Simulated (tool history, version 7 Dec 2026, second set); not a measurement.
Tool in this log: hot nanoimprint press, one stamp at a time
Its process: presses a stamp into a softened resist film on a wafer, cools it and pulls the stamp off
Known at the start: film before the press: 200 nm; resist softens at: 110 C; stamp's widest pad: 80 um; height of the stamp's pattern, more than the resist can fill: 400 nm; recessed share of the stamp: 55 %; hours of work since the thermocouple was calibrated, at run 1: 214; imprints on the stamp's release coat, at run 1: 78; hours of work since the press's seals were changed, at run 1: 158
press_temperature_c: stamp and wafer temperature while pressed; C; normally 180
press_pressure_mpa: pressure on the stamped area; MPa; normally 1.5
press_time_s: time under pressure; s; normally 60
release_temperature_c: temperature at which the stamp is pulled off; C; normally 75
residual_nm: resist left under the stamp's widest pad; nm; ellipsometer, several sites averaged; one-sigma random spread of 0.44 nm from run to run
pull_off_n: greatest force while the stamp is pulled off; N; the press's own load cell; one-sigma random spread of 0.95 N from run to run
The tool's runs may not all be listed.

| run | day | press_temperature_c | press_pressure_mpa | press_time_s | release_temperature_c | hours of work since the thermocouple was calibrated | imprints on the stamp's release coat | hours of work since the press's seals were changed | residual_nm | pull_off_n |
|---|---|---|---|---|---|---|---|---|---|---|
| 1 | 0 | 180 | 1.5 | 60 | 75 | 214 | 78 | 158 | 88.7 | 113.7 |
| 2 | 0.467 | 180 | 1.5 | 60 | 75 | 220 | 101 | 164 | 88.3 | 113.5 |
| 3 | 0.971 | 180 | 1.5 | 60 | 75 | 227 | 125 | 171 | 88.6 | 113.9 |
| 4 | 1.617 | 180 | 1.5 | 60 | 75 | 235 | 155 | 180 | 88.8 | 113.7 |
| 5 | 2.321 | 180 | 2.23 | 60 | 75 | 245 | 189 | 189 | 70.3 | 115.1 |
| 6 | 3.296 | 180 | 2.23 | 60 | 75 | 258 | 235 | 202 | 71.3 | 114.4 |
| 7 | 4.142 | 183 | 1.5 | 60 | 75 | 269 | 276 | 213 | 82 | 114.2 |
| 8 | 4.642 | 183 | 1.5 | 60 | 75 | 275 | 299 | 219 | 82 | 113.8 |
| 9 | 5.079 | 183 | 1.5 | 60 | 75 | 281 | 320 | 225 | 82.5 | 113.7 |
| 10 | 5.738 | 180 | 1.5 | 60 | 75 | 290 | 351 | 234 | 88.8 | 113.4 |
| 11 | 6.512 | 180 | 1.5 | 60 | 75 | 300 | 388 | 244 | 88.7 | 111.9 |
| 12 | 7.054 | 180 | 1.5 | 60 | 75 | 307 | 414 | 251 | 89.6 | 112.7 |
| 13 | 7.921 | 180 | 1.5 | 60 | 75 | 318 | 455 | 262 | 89.1 | 113.2 |
| 14 | 8.788 | 180 | 1.5 | 60 | 75 | 330 | 497 | 274 | 89.7 | 113.1 |
| 15 | 9.662 | 180 | 1.5 | 60 | 75 | 341 | 538 | 285 | 89.4 | 114.6 |
| 16 | 10.608 | 172 | 1.5 | 60 | 75 | 354 | 583 | 298 | 111.1 | 114.5 |
| 17 | 11.292 | 187 | 0.92 | 104 | 62 | 363 | 616 | 307 | 81.7 | 152.1 |
|  | 11.554 | plate thermocouple calibrated |
| 18 | 12.325 | 177 | 0.92 | 104 | 62 | 10 | 659 | 319 | 104 | 152.6 |
|  | 12.704 | stamp cleaned and given a new release coat |
| 19 | 13.462 | 177 | 0.92 | 104 | 62 | 22 | 36 | 330 | 104.7 | 152.2 |
| 20 | 14.292 | 177 | 0.92 | 47 | 62 | 33 | 76 | 341 | 131.1 | 152.9 |
| 21 | 14.808 | 177 | 0.92 | 47 | 62 | 39 | 100 | 348 | 132.6 | 154.1 |
| 22 | 15.775 | 177 | 0.92 | 47 | 62 | 52 | 146 | 361 | 131.6 | 152.8 |
| 23 | 16.558 | 177 | 0.92 | 47 | 62 | 62 | 184 | 371 | 131.8 | 151.5 |
| 24 | 17.533 | 169 | 1.5 | 68 | 75 | 75 | 230 | 384 | 116.5 | 114.4 |
|  | 18.171 | gauge calibrated |
| 25 | 18.333 | 170 | 0.99 | 32 | 75 | 86 | 268 | 394 | 156.2 | 113.2 |
| 26 | 18.879 | 170 | 0.99 | 32 | 75 | 93 | 294 | 401 | 156 | 114.3 |
| 27 | 19.9 | 187 | 1.75 | 32 | 75 | 106 | 343 | 415 | 84.6 | 113.2 |
| 28 | 20.571 | 181 | 1.9 | 60 | 75 | 115 | 374 | 424 | 75.9 | 114.2 |
| 29 | 21.525 | 181 | 1.9 | 60 | 75 | 128 | 420 | 436 | 75.7 | 113.3 |

For each run, the measured value with the value that run would have given without the tool's hidden condition subtracted. The run-to-run variation is shared by both, the gauge scatter possibly not:
Hidden state present: true temperature over the reading, C; pressure that arrives at the usual setting, %; grip of the stamp's worn release coat, % over a new coat's; drift of the gauge itself on residual_nm, %; drift of the gauge itself on pull_off_n, %.
| run | residual_nm |
|---|---|
| 1 | +0.1 |
| 2 | +0.2 |
| 3 | +0.3 |
| 4 | +0.4 |
| 5 | +0.4 |
| 6 | +0.6 |
| 7 | +0.7 |
| 8 | +0.7 |
| 9 | +0.8 |
| 10 | +1 |
| 11 | +1.1 |
| 12 | +1.2 |
| 13 | +1.3 |
| 14 | +1.4 |
| 15 | +1.5 |
| 16 | +2.1 |
| 17 | +1.5 |
| 18 | +2 |
| 19 | +2.1 |
| 20 | +2.8 |
| 21 | +3 |
| 22 | +3.1 |
| 23 | +3.3 |
| 24 | +3.1 |
| 25 | +0.1 |
| 26 | +0.3 |
| 27 | +0.4 |
| 28 | +0.4 |
| 29 | +0.6 |
pull_off_n: at most 0.9 N away from the measurement, every run.
